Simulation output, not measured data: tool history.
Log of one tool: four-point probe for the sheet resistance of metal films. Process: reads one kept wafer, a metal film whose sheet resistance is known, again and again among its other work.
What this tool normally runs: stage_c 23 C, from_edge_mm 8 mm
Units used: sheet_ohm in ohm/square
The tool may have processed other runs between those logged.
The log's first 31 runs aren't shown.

{"hour": 2614.7, "done": "new probe head fitted"}
{"run": 32, "hour": 2723.3, "stage_c": 24, "from_edge_mm": 4, "sheet_ohm": 0.344406}
{"run": 33, "hour": 2786.6, "stage_c": 22, "from_edge_mm": 7, "sheet_ohm": 0.341805}
{"run": 34, "hour": 2891.4, "stage_c": 34, "from_edge_mm": 36, "sheet_ohm": 0.337473}
{"run": 35, "hour": 2953.3, "stage_c": 20, "from_edge_mm": 8, "sheet_ohm": 0.342105}
{"run": 36, "hour": 3029.2, "stage_c": 23, "from_edge_mm": 19, "sheet_ohm": 0.340197}
{"run": 37, "hour": 3102.8, "stage_c": 23, "from_edge_mm": 19, "sheet_ohm": 0.34028}
{"run": 38, "hour": 3227.0, "stage_c": 20, "from_edge_mm": 4, "sheet_ohm": 0.34542}
{"run": 39, "hour": 3308.8, "stage_c": 20, "from_edge_mm": 4, "sheet_ohm": 0.34546}
{"run": 40, "hour": 3422.0, "stage_c": 30, "from_edge_mm": 6, "sheet_ohm": 0.340308}
{"run": 41, "hour": 3487.2, "stage_c": 28, "from_edge_mm": 9, "sheet_ohm": 0.339706}
{"run": 42, "hour": 3557.8, "stage_c": 28, "from_edge_mm": 9, "sheet_ohm": 0.339655}
{"run": 43, "hour": 3681.4, "stage_c": 28, "from_edge_mm": 9, "sheet_ohm": 0.339591}
{"run": 44, "hour": 3757.0, "stage_c": 28, "from_edge_mm": 9, "sheet_ohm": 0.339734}
{"run": 45, "hour": 3836.7, "stage_c": 24, "from_edge_mm": 17, "sheet_ohm": 0.340065}

4 ways to go on from here, each from the tool as it stands after run 45. What would each give?
{"run": "A", "hour": 3935.0, "stage_c": 27, "from_edge_mm": 4, "sheet_ohm": "?"}
{"run": "B", "hour": 3935.0, "stage_c": 24, "from_edge_mm": 19, "sheet_ohm": "?"}
{"run": "C", "hour": 3935.0, "stage_c": 22, "from_edge_mm": 8, "sheet_ohm": "?"}
{"run": "D", "hour": 3935.0, "stage_c": 21, "from_edge_mm": 8, "sheet_ohm": "?"}

run=A sheet_ohm=0.343513
run=B sheet_ohm=0.339941
run=C sheet_ohm=0.341461
run=D sheet_ohm=0.341865
With the hidden condition removed and each run's random variation left untouched, the same runs would have given:
run=A sheet_ohm=0.343539
run=B sheet_ohm=0.339966
run=C sheet_ohm=0.341487
run=D sheet_ohm=0.341891

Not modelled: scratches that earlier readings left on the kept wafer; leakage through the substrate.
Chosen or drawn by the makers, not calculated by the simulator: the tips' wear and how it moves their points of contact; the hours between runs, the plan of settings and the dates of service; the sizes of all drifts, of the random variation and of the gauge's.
